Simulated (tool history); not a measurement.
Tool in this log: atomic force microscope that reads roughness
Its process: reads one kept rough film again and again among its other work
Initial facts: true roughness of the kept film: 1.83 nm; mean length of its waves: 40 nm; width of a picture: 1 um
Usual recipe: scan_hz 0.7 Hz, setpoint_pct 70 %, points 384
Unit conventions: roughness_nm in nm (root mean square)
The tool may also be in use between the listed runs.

run 1 hour=0 | scan_hz=0.7 setpoint_pct=70 points=384 | roughness_nm=1.686
run 2 hour=7.6 | scan_hz=0.7 setpoint_pct=70 points=384 | roughness_nm=1.69
run 3 hour=13.7 | scan_hz=0.7 setpoint_pct=70 points=384 | roughness_nm=1.682
run 4 hour=19.1 | scan_hz=0.7 setpoint_pct=70 points=384 | roughness_nm=1.68
run 5 hour=28 | scan_hz=0.7 setpoint_pct=70 points=384 | roughness_nm=1.66
run 6 hour=35.9 | scan_hz=0.7 setpoint_pct=70 points=384 | roughness_nm=1.685
run 7 hour=40.8 | scan_hz=0.7 setpoint_pct=70 points=384 | roughness_nm=1.679
run 8 hour=45.9 | scan_hz=0.7 setpoint_pct=70 points=384 | roughness_nm=1.675
run 9 hour=55.1 | scan_hz=0.7 setpoint_pct=64 points=384 | roughness_nm=1.687
run 10 hour=59.7 | scan_hz=0.787 setpoint_pct=70 points=384 | roughness_nm=1.655
run 11 hour=65.1 | scan_hz=0.787 setpoint_pct=70 points=384 | roughness_nm=1.665
run 12 hour=74.3 | scan_hz=1.742 setpoint_pct=70 points=384 | roughness_nm=1.608
run 13 hour=79.6 | scan_hz=1.742 setpoint_pct=70 points=384 | roughness_nm=1.603
run 14 hour=88.8 | scan_hz=1.742 setpoint_pct=70 points=384 | roughness_nm=1.6
run 15 hour=93.4 | scan_hz=1.742 setpoint_pct=70 points=384 | roughness_nm=1.593
run 16 hour=100.2 | scan_hz=1.547 setpoint_pct=69 points=698 | roughness_nm=1.608
-- hour=101.8 height scale calibrated on a step standard
run 17 hour=105.2 | scan_hz=1.547 setpoint_pct=69 points=698 | roughness_nm=1.604
run 18 hour=112 | scan_hz=1.476 setpoint_pct=57 points=661 | roughness_nm=1.643
-- hour=114.1 new tip fitted
run 19 hour=120.8 | scan_hz=2.189 setpoint_pct=70 points=617 | roughness_nm=1.66
run 20 hour=128.4 | scan_hz=2.191 setpoint_pct=55 points=683 | roughness_nm=1.736
run 21 hour=133.5 | scan_hz=0.812 setpoint_pct=70 points=384 | roughness_nm=1.73
run 22 hour=141.4 | scan_hz=0.738 setpoint_pct=66 points=609 | roughness_nm=1.758
run 23 hour=146.9 | scan_hz=2.339 setpoint_pct=70 points=384 | roughness_nm=1.642
run 24 hour=151.9 | scan_hz=0.7 setpoint_pct=68 points=583 | roughness_nm=1.729

Consider 3 possible next runs. They are alternatives, not a sequence: every one starts from the tool as it was left by run 24. What does each give?
-- hour=156 height scale calibrated on a step standard, once more
run A hour=161.3 | scan_hz=1.054 setpoint_pct=63 points=384 | roughness_nm=?
-- hour=156 height scale calibrated on a step standard, once more
run B hour=161.3 | scan_hz=0.617 setpoint_pct=76 points=583 | roughness_nm=?
-- hour=156 height scale calibrated on a step standard, once more
run C hour=161.3 | scan_hz=0.7 setpoint_pct=68 points=387 | roughness_nm=?

run=A roughness_nm=1.721
run=B roughness_nm=1.728
run=C roughness_nm=1.726
The same runs, with their run-to-run variation unchanged, on a tool lacking any hidden condition would have given:
run=A roughness_nm=1.744
run=B roughness_nm=1.752
run=C roughness_nm=1.75
